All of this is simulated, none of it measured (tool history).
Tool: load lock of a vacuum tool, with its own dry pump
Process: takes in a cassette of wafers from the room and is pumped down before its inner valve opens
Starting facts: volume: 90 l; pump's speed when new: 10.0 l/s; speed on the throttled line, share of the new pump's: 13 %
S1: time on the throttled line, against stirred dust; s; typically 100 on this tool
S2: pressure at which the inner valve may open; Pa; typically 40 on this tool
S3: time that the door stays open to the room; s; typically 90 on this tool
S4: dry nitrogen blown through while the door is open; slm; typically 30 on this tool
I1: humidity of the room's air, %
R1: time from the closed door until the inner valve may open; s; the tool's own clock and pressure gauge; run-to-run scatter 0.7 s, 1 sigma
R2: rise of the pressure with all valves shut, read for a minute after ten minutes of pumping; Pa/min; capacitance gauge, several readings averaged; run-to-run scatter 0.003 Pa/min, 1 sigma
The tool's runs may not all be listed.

run 1 day=0 | S1=100 S2=40 S3=90 S4=30 | I1=46.7 | R1=157.9 R2=0.078
run 2 day=16.879 | S1=100 S2=40 S3=90 S4=30 | I1=45.3 | R1=158.7 R2=0.091
run 3 day=34.883 | S1=100 S2=40 S3=90 S4=20 | I1=47.6 | R1=159.8 R2=0.112
run 4 day=49.95 | S1=100 S2=40 S3=90 S4=20 | I1=44.6 | R1=159.2 R2=0.124
run 5 day=62.292 | S1=100 S2=40 S3=90 S4=20 | I1=45 | R1=159.5 R2=0.14
run 6 day=79.021 | S1=100 S2=40 S3=90 S4=20 | I1=47.2 | R1=161.7 R2=0.148
run 7 day=105.667 | S1=100 S2=40 S3=90 S4=30 | I1=45.3 | R1=160 R2=0.168
run 8 day=119.379 | S1=100 S2=40 S3=90 S4=25 | I1=44.3 | R1=162.1 R2=0.188
run 9 day=139.412 | S1=100 S2=40 S3=90 S4=25 | I1=46.1 | R1=161.7 R2=0.206
run 10 day=151.471 | S1=100 S2=40 S3=90 S4=25 | I1=45.7 | R1=161.3 R2=0.221
run 11 day=169.796 | S1=100 S2=40 S3=90 S4=25 | I1=44.3 | R1=161.8 R2=0.242
run 12 day=194.188 | S1=100 S2=40 S3=90 S4=25 | I1=44.7 | R1=161.9 R2=0.272
run 13 day=206.388 | S1=100 S2=40 S3=90 S4=25 | I1=47.6 | R1=163.4 R2=0.289
run 14 day=231.304 | S1=100 S2=40 S3=90 S4=30 | I1=45.7 | R1=163.2 R2=0.323
run 15 day=251.258 | S1=100 S2=40 S3=90 S4=30 | I1=47.4 | R1=162.6 R2=0.36
run 16 day=263.796 | S1=100 S2=71 S3=90 S4=30 | I1=44 | R1=156.7 R2=0.371
run 17 day=279.996 | S1=100 S2=71 S3=90 S4=30 | I1=46.2 | R1=158 R2=0.406
run 18 day=301.671 | S1=58 S2=50 S3=177 S4=6 | I1=44.9 | R1=127.4 R2=0.463

Run 19, settings as shown, results not yet in. Your forecast:
run 19 day=313.567 | S1=117 S2=37 S3=200 S4=4 | I1=45.2 | R1=? R2=?

Logged for run 19: R1 178.6 s, R2 0.486 Pa/min.
Had the tool carried no hidden state, the very same run would have given R1 171.7 s, R2 0.05 Pa/min.
